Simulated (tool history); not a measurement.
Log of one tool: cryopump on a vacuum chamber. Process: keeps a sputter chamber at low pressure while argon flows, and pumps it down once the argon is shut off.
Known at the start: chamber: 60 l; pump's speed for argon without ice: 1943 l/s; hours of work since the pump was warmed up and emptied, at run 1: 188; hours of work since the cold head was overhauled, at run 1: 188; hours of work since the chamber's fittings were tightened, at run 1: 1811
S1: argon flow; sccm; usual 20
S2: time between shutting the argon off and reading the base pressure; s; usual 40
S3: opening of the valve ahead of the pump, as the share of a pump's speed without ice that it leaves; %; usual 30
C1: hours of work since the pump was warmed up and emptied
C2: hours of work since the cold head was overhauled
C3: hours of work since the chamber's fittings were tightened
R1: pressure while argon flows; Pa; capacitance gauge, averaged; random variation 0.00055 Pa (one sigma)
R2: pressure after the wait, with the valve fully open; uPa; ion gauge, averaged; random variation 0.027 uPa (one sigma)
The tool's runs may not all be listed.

run,day,S1,S2,S3,C1,C2,C3,R1,R2
1,0,20,40,30,188,188,1811,0.0596,1.6
2,0.942,20,56,30,204,204,1826,0.0598,1.34
3,2.383,20,40,37,227,227,1849,0.0486,1.57
4,3.746,20,40,37,249,249,1871,0.0499,1.56
5,4.529,20,40,37,262,262,1884,0.05,1.62
6,5.208,20,40,37,272,272,1895,0.0514,1.68
7,6.642,20,40,37,296,296,1918,0.0511,1.67
8,7.858,20,40,37,315,315,1938,0.0507,1.67
9,8.779,16,256,56,330,330,1952,0.0285,0.8
10,9.908,16,256,56,348,348,1971,0.0285,0.77
11,10.629,9,256,56,360,360,1982,0.0158,0.79
12,11.212,26,47,24,369,369,1992,0.0984,1.53
13,11.946,26,47,24,381,381,2003,0.1,1.57
14,13.246,26,47,24,402,402,2024,0.0997,1.56
15,14.004,20,55,21,414,414,2037,0.0874,1.42

The same runs without the tool's hidden state, with the same run-to-run variation:
The hidden state here: pump's speed, % of a pump's without ice; cold plate's temperature, K; leak into the chamber, uPa l/s; drift of the gauge itself on working_pa, %; drift of the gauge itself on base_upa, %.
run,R1,R2
1,0.0576,1.18
2,0.0577,0.91
3,0.0462,1.14
4,0.0473,1.12
5,0.0472,1.17
6,0.0485,1.21
7,0.048,1.19
8,0.0473,1.18
9,0.0256,0.3
10,0.0255,0.28
11,0.014,0.27
12,0.0931,1.01
13,0.0945,1.04
14,0.0938,1.02
15,0.0827,0.88

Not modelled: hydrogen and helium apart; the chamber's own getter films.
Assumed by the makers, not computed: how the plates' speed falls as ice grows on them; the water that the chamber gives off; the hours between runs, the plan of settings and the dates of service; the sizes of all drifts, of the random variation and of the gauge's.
